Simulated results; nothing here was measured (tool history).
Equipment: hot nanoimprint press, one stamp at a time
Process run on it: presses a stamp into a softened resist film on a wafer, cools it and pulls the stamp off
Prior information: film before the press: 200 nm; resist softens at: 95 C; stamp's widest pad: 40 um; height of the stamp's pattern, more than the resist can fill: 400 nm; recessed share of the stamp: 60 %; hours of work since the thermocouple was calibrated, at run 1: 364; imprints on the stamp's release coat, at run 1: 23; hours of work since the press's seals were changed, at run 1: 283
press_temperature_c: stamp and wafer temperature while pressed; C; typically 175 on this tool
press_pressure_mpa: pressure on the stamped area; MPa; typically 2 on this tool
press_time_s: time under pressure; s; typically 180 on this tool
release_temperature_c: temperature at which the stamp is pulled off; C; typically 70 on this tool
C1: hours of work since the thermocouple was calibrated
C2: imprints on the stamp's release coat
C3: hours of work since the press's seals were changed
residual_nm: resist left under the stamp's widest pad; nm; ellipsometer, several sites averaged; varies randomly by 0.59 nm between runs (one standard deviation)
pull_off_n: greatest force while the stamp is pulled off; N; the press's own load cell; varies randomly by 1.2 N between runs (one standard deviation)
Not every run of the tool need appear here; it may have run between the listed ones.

run 1 hour=0 | press_temperature_c=175 press_pressure_mpa=2 press_time_s=180 release_temperature_c=70 | C1=364 C2=23 C3=283 | residual_nm=108.6 pull_off_n=111
run 2 hour=14.6 | press_temperature_c=175 press_pressure_mpa=1.48 press_time_s=180 release_temperature_c=70 | C1=370 C2=67 C3=289 | residual_nm=122.4 pull_off_n=111
run 3 hour=29.1 | press_temperature_c=175 press_pressure_mpa=1.48 press_time_s=180 release_temperature_c=70 | C1=376 C2=110 C3=295 | residual_nm=121.8 pull_off_n=110
run 4 hour=39.1 | press_temperature_c=175 press_pressure_mpa=1.48 press_time_s=180 release_temperature_c=70 | C1=380 C2=141 C3=299 | residual_nm=121.3 pull_off_n=110
run 5 hour=52.2 | press_temperature_c=175 press_pressure_mpa=1.48 press_time_s=177 release_temperature_c=70 | C1=386 C2=180 C3=305 | residual_nm=122.8 pull_off_n=111
run 6 hour=67.3 | press_temperature_c=175 press_pressure_mpa=1.48 press_time_s=177 release_temperature_c=70 | C1=392 C2=225 C3=311 | residual_nm=121.7 pull_off_n=111
run 7 hour=76.1 | press_temperature_c=175 press_pressure_mpa=1.48 press_time_s=177 release_temperature_c=70 | C1=396 C2=252 C3=315 | residual_nm=122.4 pull_off_n=113
run 8 hour=91.5 | press_temperature_c=175 press_pressure_mpa=1.48 press_time_s=177 release_temperature_c=70 | C1=402 C2=298 C3=321 | residual_nm=122.1 pull_off_n=110
run 9 hour=101 | press_temperature_c=175 press_pressure_mpa=1.48 press_time_s=177 release_temperature_c=70 | C1=406 C2=327 C3=325 | residual_nm=122.7 pull_off_n=110
run 10 hour=121.3 | press_temperature_c=175 press_pressure_mpa=1.48 press_time_s=177 release_temperature_c=70 | C1=415 C2=388 C3=334 | residual_nm=122.5 pull_off_n=113
run 11 hour=136.2 | press_temperature_c=175 press_pressure_mpa=1.48 press_time_s=177 release_temperature_c=70 | C1=421 C2=433 C3=340 | residual_nm=121.3 pull_off_n=113
run 12 hour=146.6 | press_temperature_c=175 press_pressure_mpa=1.48 press_time_s=177 release_temperature_c=70 | C1=425 C2=464 C3=344 | residual_nm=121.9 pull_off_n=108
run 13 hour=165.4 | press_temperature_c=175 press_pressure_mpa=1.33 press_time_s=177 release_temperature_c=70 | C1=433 C2=521 C3=352 | residual_nm=125.6 pull_off_n=110
run 14 hour=180.2 | press_temperature_c=187 press_pressure_mpa=2 press_time_s=180 release_temperature_c=70 | C1=439 C2=565 C3=358 | residual_nm=75.2 pull_off_n=113
run 15 hour=192.3 | press_temperature_c=187 press_pressure_mpa=2 press_time_s=180 release_temperature_c=70 | C1=444 C2=602 C3=363 | residual_nm=74.8 pull_off_n=110

The next listed run, before its measurement:
run 16 hour=213.5 | press_temperature_c=186 press_pressure_mpa=2 press_time_s=180 release_temperature_c=70 | C1=453 C2=666 C3=372 | residual_nm=? pull_off_n=?

{"run 16": {"residual_nm": 78.1, "pull_off_n": 111}}
Minus the tool's unlogged condition, the same run would have read residual_nm 79.3 nm, pull_off_n 110 N.
